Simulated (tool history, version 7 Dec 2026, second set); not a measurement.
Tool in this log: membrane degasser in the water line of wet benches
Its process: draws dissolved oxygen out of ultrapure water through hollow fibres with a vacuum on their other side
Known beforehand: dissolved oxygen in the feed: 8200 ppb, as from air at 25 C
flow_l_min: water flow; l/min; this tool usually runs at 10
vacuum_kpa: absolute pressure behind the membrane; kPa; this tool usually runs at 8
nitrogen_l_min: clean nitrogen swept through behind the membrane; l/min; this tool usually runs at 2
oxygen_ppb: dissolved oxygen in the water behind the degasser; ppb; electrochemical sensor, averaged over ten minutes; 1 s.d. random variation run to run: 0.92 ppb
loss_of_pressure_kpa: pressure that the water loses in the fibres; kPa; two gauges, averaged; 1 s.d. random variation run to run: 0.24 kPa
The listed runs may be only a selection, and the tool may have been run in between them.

Run 1, hour 0: usual settings. Result: oxygen_ppb 95.8 ppb, loss_of_pressure_kpa 65.1 kPa.
Run 2, hour 82.9: usual settings but nitrogen_l_min 1.56 l/min. Result: oxygen_ppb 111.1 ppb, loss_of_pressure_kpa 64.41 kPa.
Run 3, hour 152.5: usual settings but nitrogen_l_min 1.24 l/min. Result: oxygen_ppb 128.2 ppb, loss_of_pressure_kpa 64.72 kPa.
Run 4, hour 249.4: usual settings but nitrogen_l_min 1.24 l/min. Result: oxygen_ppb 130.3 ppb, loss_of_pressure_kpa 64.82 kPa.
Run 5, hour 346.1: usual settings but nitrogen_l_min 1.24 l/min. Result: oxygen_ppb 130 ppb, loss_of_pressure_kpa 64.89 kPa.
Run 6, hour 488.1: usual settings but nitrogen_l_min 1.24 l/min. Result: oxygen_ppb 130.1 ppb, loss_of_pressure_kpa 64.33 kPa.
Run 7, hour 604.7: usual settings but nitrogen_l_min 1.24 l/min. Result: oxygen_ppb 133.2 ppb, loss_of_pressure_kpa 64.76 kPa.
Run 8, hour 721.7: usual settings but nitrogen_l_min 1.24 l/min. Result: oxygen_ppb 130.7 ppb, loss_of_pressure_kpa 65.19 kPa.
Run 9, hour 802.8: usual settings. Result: oxygen_ppb 96.1 ppb, loss_of_pressure_kpa 64.78 kPa.
Run 10, hour 942.8: usual settings. Result: oxygen_ppb 97.5 ppb, loss_of_pressure_kpa 64.84 kPa.
Run 11, hour 1083.8: usual settings. Result: oxygen_ppb 97.3 ppb, loss_of_pressure_kpa 64.86 kPa.
Run 12, hour 1214.7: usual settings. Result: oxygen_ppb 98.5 ppb, loss_of_pressure_kpa 65.12 kPa.
Run 13, hour 1316.8: usual settings. Result: oxygen_ppb 97.3 ppb, loss_of_pressure_kpa 65.4 kPa.
Run 14, hour 1433.8: usual settings. Result: oxygen_ppb 98.2 ppb, loss_of_pressure_kpa 65.24 kPa.
Run 15, hour 1548: usual settings. Result: oxygen_ppb 97.3 ppb, loss_of_pressure_kpa 65.22 kPa.
Run 16, hour 1663.2: usual settings. Result: oxygen_ppb 98.4 ppb, loss_of_pressure_kpa 64.81 kPa.
Run 17, hour 1754.4: usual settings. Result: oxygen_ppb 97.7 ppb, loss_of_pressure_kpa 65.11 kPa.
Run 18, hour 1887.9: usual settings. Result: oxygen_ppb 99.4 ppb, loss_of_pressure_kpa 65.74 kPa.
Run 19, hour 1947.2: usual settings but flow_l_min 12 l/min, vacuum_kpa 5.65 kPa, nitrogen_l_min 2.29 l/min. Result: oxygen_ppb 100.1 ppb, loss_of_pressure_kpa 78.67 kPa.
Run 20, hour 2070.2: usual settings but nitrogen_l_min 3.43 l/min. Result: oxygen_ppb 73.9 ppb, loss_of_pressure_kpa 65.38 kPa.
Run 21, hour 2211: usual settings but vacuum_kpa 4.81 kPa, nitrogen_l_min 2.26 l/min. Result: oxygen_ppb 56.8 ppb, loss_of_pressure_kpa 65.54 kPa.
Run 22, hour 2310.3: usual settings but flow_l_min 14 l/min, vacuum_kpa 4.81 kPa, nitrogen_l_min 2.26 l/min. Result: oxygen_ppb 128.5 ppb, loss_of_pressure_kpa 91.93 kPa.
Run 23, hour 2428.5: usual settings but flow_l_min 14 l/min, vacuum_kpa 4.81 kPa, nitrogen_l_min 2.26 l/min. Result: oxygen_ppb 126.3 ppb, loss_of_pressure_kpa 92.31 kPa.
Run 24, hour 2495.9: usual settings but nitrogen_l_min 1.5 l/min. Result: oxygen_ppb 118.8 ppb, loss_of_pressure_kpa 65.29 kPa.
Run 25, hour 2574.2: usual settings but flow_l_min 8 l/min, vacuum_kpa 19.92 kPa, nitrogen_l_min 1.15 l/min. Result: oxygen_ppb 300.9 ppb, loss_of_pressure_kpa 52.46 kPa.
Run 26, hour 2651.9: usual settings but flow_l_min 8 l/min, vacuum_kpa 19.92 kPa, nitrogen_l_min 1.15 l/min. Result: oxygen_ppb 301.1 ppb, loss_of_pressure_kpa 52.52 kPa.
Run 27, hour 2783.3: usual settings but flow_l_min 8 l/min, vacuum_kpa 19.92 kPa, nitrogen_l_min 1.15 l/min. Result: oxygen_ppb 298.5 ppb, loss_of_pressure_kpa 52.43 kPa.
Run 28, hour 2846.5: usual settings but flow_l_min 7 l/min, vacuum_kpa 16.72 kPa. Result: oxygen_ppb 131.2 ppb, loss_of_pressure_kpa 46.42 kPa.
Run 29, hour 2961.6: usual settings but flow_l_min 7 l/min, vacuum_kpa 16.72 kPa. Result: oxygen_ppb 131.9 ppb, loss_of_pressure_kpa 46.26 kPa.
Run 30, hour 3038.3: usual settings but vacuum_kpa 5.8 kPa. Result: oxygen_ppb 74.9 ppb, loss_of_pressure_kpa 65.91 kPa.
Run 31, hour 3136.4: usual settings but vacuum_kpa 5.8 kPa. Result: oxygen_ppb 74 ppb, loss_of_pressure_kpa 66 kPa.
Run 32, hour 3207.2: usual settings but flow_l_min 13 l/min, vacuum_kpa 6.24 kPa, nitrogen_l_min 4.1 l/min. Result: oxygen_ppb 109.2 ppb, loss_of_pressure_kpa 85.63 kPa.
Run 33, hour 3308: usual settings but nitrogen_l_min 5.59 l/min. Result: oxygen_ppb 62.4 ppb, loss_of_pressure_kpa 66.05 kPa.

Here are 3 independent what-if runs from the current tool condition. What would each one return?
Run A, hour 3428.6: usual settings but flow_l_min 9 l/min, vacuum_kpa 18.05 kPa, nitrogen_l_min 2.5 l/min. Result: oxygen_ppb ?, loss_of_pressure_kpa ?.
Run B, hour 3428.6: usual settings but flow_l_min 7 l/min, vacuum_kpa 11.56 kPa. Result: oxygen_ppb ?, loss_of_pressure_kpa ?.
Run C, hour 3428.6: usual settings but vacuum_kpa 15.62 kPa. Result: oxygen_ppb ?, loss_of_pressure_kpa ?.

run  oxygen_ppb  loss_of_pressure_kpa
  A       162.1                 59.73
  B        87.7                 46.32
  C       192.4                 65.91
Without the tool's hidden state the same runs would have given:
run  oxygen_ppb  loss_of_pressure_kpa
  A       148.5                 56.53
  B        79.1                 43.85
  C       175.4                 62.39

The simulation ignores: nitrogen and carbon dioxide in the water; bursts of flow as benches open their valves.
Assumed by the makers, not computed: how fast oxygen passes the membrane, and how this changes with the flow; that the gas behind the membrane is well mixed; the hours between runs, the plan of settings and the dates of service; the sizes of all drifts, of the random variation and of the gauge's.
